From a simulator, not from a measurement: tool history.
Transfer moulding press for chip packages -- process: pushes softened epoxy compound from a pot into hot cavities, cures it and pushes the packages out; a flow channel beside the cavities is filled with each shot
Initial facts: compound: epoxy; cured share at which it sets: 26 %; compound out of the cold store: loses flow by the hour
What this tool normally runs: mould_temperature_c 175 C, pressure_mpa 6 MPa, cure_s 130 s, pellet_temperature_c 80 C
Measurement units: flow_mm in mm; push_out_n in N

run,hour,mould_temperature_c,pressure_mpa,cure_s,pellet_temperature_c,incoming compound's hours out of the cold store,flow_mm,push_out_n
1,0,175,6,130,80,47.9,855,978
2,32.1,175,6,130,80,19.4,934,1099
# hour 49.4: plunger's sealing rings changed
3,72.3,175,6,156,80,11.3,1010,925
# hour 109.1: cavities cleaned with cleaning compound and waxed
4,115.6,175,6,130,70,44.8,912,636
# hour 124.6: mould's thermocouples calibrated
5,147.6,175,6,130,70,8.6,1022,872
6,187.8,175,6,130,70,23.6,957,1044
7,242.7,175,6,130,70,47,889,1100
8,274.1,175,6,130,80,14.2,986,1128
# hour 278.1: cavities cleaned with cleaning compound and waxed
9,331.2,175,6,130,80,16,973,975
10,376.7,175,6,130,80,24.3,955,1047
11,401.8,175,6,130,80,39.8,901,1071
# hour 442.8: cavities cleaned with cleaning compound and waxed
12,458.6,175,6,130,80,37.3,892,723
13,503.5,175,6,130,80,20.6,940,1028
14,539,175,6,130,80,12.9,967,1086
15,563.4,175,6,130,80,15.4,957,1152
16,589.1,171,6,145,76,8.2,991,1206
# hour 608.9: cavities cleaned with cleaning compound and waxed
17,642.1,167,6,145,78,39.8,908,1130
18,678.8,167,6,145,78,19.2,962,1353
# hour 689.3: plunger's sealing rings changed
19,724,170,6,129,73,42.4,923,1459
20,758.6,170,6,129,73,26.8,984,1596
# hour 777: cavities cleaned with cleaning compound and waxed
# hour 801.4: mould's thermocouples calibrated
21,801.4,170,6,129,73,32.9,956,1083
22,840.4,179,6.22,156,87,26.3,959,809
23,888.7,179,6.22,156,87,9.1,1007,866
24,916.4,180,6.22,156,82,31.4,927,907
# hour 944.9: cavities cleaned with cleaning compound and waxed
25,974.1,180,6.22,156,82,10.3,1000,702
26,1014.8,178,6,113,80,43.4,879,1044
27,1052.5,175,6,130,71,43,885,1094
28,1085.4,180,6,130,80,27.1,908,938

Alternative continuations, all from the tool just after run 28; predict every row:
# hour 1112.5: cavities cleaned with cleaning compound and waxed
A,1134.4,180,4.56,130,80,30.9,?,?
# hour 1112.5: cavities cleaned with cleaning compound and waxed
B,1134.4,180,4.8,161,80,31.4,?,?
# hour 1112.5: cavities cleaned with cleaning compound and waxed
C,1134.4,182,6,128,74,19.8,?,?

run,flow_mm,push_out_n
A,777,706
B,805,614
C,918,674
Without the tool's unlogged condition, the same runs would have read:
run,flow_mm,push_out_n
A,812,488
B,841,423
C,959,464
